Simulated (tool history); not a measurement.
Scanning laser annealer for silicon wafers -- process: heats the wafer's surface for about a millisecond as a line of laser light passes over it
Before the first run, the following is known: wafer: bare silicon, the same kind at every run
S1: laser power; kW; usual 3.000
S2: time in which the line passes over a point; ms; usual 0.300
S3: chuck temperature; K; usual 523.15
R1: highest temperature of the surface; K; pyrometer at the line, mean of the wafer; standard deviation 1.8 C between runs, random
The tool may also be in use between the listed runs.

run,hour,S1,S2,S3,R1
1,0.0,3.000,0.300,523.15,1267.15
2,44.5,3.000,0.363,523.15,1347.15
3,85.5,3.000,0.300,486.15,1236.15
4,113.4,3.000,0.300,523.15,1266.15
5,154.7,3.000,0.300,523.15,1268.15
6,187.5,3.000,0.300,523.15,1263.15
7,225.8,3.000,0.258,523.15,1204.15
8,274.6,3.000,0.258,523.15,1203.15
9,303.7,3.000,0.258,523.15,1201.15
10,335.1,3.000,0.300,514.15,1253.15
11,365.7,2.658,0.300,523.15,1168.15
12,389.4,3.000,0.300,523.15,1258.15
13,415.8,3.000,0.260,523.15,1204.15
14,460.8,3.000,0.260,523.15,1206.15
15,487.6,3.000,0.364,510.15,1330.15
16,521.8,3.000,0.364,510.15,1330.15
17,563.2,3.000,0.364,510.15,1323.15
18,584.5,3.000,0.217,523.15,1137.15
19,620.6,3.000,0.305,523.15,1259.15
20,664.2,3.000,0.305,523.15,1260.15
21,693.6,2.903,0.300,532.15,1236.15
22,739.6,3.214,0.224,521.15,1194.15
23,770.4,3.214,0.224,521.15,1198.15
24,813.5,3.275,0.351,523.15,1406.15
25,842.7,2.899,0.276,491.15,1166.15
26,877.8,2.899,0.276,491.15,1167.15
27,912.7,2.760,0.295,505.15,1165.15

Removed from this log: 2 entries logged between the listed runs. Between which two listed runs does each belong, and how does the tool's hidden state at the listed run before it compare with that at the listed run after it?
Between runs 14 and 15: optics aligned, line set to its width (hour 468.2)
  light that passes the window, % of a clean one's: 98.34 -> 98.3; laser's true power over the reading, %: -0.42 -> -0.43; width of the line over the set one, %: 0.9 -> 1.18
  measured result minus the result with no hidden state, R1: -20.00 -> -25.00 K
Between runs 22 and 23: optics aligned, line set to its width, once more (hour 769.6)
  light that passes the window, % of a clean one's: 97.89 -> 97.85; laser's true power over the reading, %: -0.51 -> -0.52; width of the line over the set one, %: 1.29 -> 0.08
  measured result minus the result with no hidden state, R1: -25.00 -> -22.00 K

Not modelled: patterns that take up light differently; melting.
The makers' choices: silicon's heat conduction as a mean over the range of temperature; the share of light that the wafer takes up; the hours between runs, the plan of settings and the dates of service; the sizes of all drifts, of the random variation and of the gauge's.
